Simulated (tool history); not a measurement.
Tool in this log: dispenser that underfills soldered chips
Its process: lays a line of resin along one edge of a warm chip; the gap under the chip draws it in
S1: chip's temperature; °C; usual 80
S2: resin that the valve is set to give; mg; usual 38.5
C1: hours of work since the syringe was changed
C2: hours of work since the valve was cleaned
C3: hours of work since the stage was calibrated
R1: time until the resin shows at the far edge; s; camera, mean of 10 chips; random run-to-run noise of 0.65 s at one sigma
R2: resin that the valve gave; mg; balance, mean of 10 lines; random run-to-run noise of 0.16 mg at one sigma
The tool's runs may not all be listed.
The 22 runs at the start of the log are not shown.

run,hour,S1,S2,C1,C2,C3,R1,R2
23,290.5,94,35.7,7,95,210,61.9,32.82
# hour 295.4: new syringe of resin
24,305.0,83,38.1,7,105,220,87.4,34.74
# hour 311.9: new syringe of resin
# hour 312.9: dispensing valve cleaned and set on the balance
25,322.7,71,37.3,7,7,232,145.9,37.17
# hour 328.1: new syringe of resin
26,337.6,93,41.7,7,17,243,56.1,40.92
# hour 343.4: new syringe of resin
27,350.0,91,35.7,5,26,251,55.0,34.84
# hour 359.3: new syringe of resin
28,361.1,91,35.7,1,34,259,44.6,34.92
29,373.5,84,37.6,10,43,268,108.8,36.44
# hour 375.4: new syringe of resin
30,387.7,84,37.6,9,53,278,98.3,35.52
# hour 391.0: new syringe of resin
31,400.1,80,43.9,7,61,286,92.1,41.54
# hour 406.2: new syringe of resin
32,412.0,80,43.9,4,70,295,81.5,41.43
# hour 421.5: new syringe of resin
33,426.3,80,47.2,3,79,305,77.4,44.16

5 ways to go on from here, each from the tool as it stands after run 33. What would each give?
A,433.7,89,37.3,9,85,310,?,?
B,433.7,76,47.6,9,85,310,?,?
C,433.7,80,34.0,9,85,310,?,?
D,433.7,89,48.8,9,85,310,?,?
E,433.7,94,42.6,9,85,310,?,?

run,R1,R2
A,80.0,34.67
B,128.4,44.37
C,120.3,31.46
D,78.4,45.43
E,65.4,39.82
Stripped of hidden state, with their random variation kept, the same runs would have yielded:
run,R1,R2
A,40.6,37.36
B,65.8,47.81
C,60.7,33.91
D,40.7,48.96
E,33.6,42.90

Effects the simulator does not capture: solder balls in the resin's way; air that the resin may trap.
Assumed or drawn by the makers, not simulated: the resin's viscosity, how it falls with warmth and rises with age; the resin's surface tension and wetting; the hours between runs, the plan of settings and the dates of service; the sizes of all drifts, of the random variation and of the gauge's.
